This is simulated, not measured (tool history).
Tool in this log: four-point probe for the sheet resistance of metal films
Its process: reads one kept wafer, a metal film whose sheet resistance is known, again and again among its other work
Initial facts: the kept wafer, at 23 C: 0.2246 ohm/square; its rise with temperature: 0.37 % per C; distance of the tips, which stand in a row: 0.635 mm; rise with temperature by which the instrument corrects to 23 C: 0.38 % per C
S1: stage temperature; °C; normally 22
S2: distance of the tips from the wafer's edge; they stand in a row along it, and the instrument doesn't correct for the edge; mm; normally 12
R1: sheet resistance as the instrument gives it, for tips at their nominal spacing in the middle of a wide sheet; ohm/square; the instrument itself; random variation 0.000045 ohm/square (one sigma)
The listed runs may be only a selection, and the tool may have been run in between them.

run,day,S1,S2,R1
1,0,22,12,0.224907
2,2.671,22,12,0.224902
3,5.842,22,19,0.224709
4,7.946,21,19,0.224696
5,9.292,22,12,0.224862
6,11.1,22,12,0.224915
7,12.796,22,12,0.224882
8,14.125,18,15,0.224947
9,16.433,20,3,0.229875
10,17.942,21,25,0.224701
11,19.783,21,25,0.224751
# day 21.567: new probe head fitted
12,21.683,21,25,0.224619
13,24.721,22,29,0.224731

Predict each of these 5 candidate next runs independently; none follows another, all start after run 13:
A,26.146,24,64,?
B,26.146,27,12,?
C,26.146,26,29,?
D,26.146,27,19,?
E,26.146,19,36,?

run,R1
A,0.224634
B,0.22491
C,0.224661
D,0.224647
E,0.224669
Stripped of hidden state, with their random variation kept, the same runs would have yielded:
run,R1
A,0.224621
B,0.224897
C,0.224648
D,0.224634
E,0.224655
